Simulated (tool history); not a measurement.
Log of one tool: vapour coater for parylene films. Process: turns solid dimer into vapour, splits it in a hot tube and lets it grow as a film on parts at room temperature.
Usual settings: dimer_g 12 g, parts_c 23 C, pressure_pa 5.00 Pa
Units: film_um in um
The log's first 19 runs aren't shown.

run	hour	dimer_g	parts_c	pressure_pa	hours of work since the trap's valve was overhauled	hours of work since the table's thermometer was calibrated	film_um
20	251.0	12	31	4.28	350	539	2.38
21	266.0	12	23	9.05	360	549	2.58
# hour 286.9: trap's valve overhauled
22	287.7	7	19	5.13	1	560	1.86
23	299.6	7	19	2.37	8	568	2.02
24	318.4	7	19	2.37	21	581	2.07
25	337.4	7	19	2.37	34	593	2.01
26	356.3	10	22	10.19	46	606	2.12
27	373.3	10	22	10.19	57	617	2.17
28	392.0	7	22	11.50	70	630	1.45
29	409.4	7	22	11.50	81	641	1.53
30	419.0	8	19	2.25	88	648	2.34

3 ways to go on from here, each from the tool as it stands after run 30. What would each give?
A	429.3	12	23	2.75	95	654	?
B	429.3	12	31	5.00	95	654	?
C	429.3	21	19	9.80	95	654	?

run	film_um
A	3.08
B	2.36
C	4.92
Without the tool's hidden state the same runs would have given:
run	film_um
A	3.08
B	2.36
C	4.93
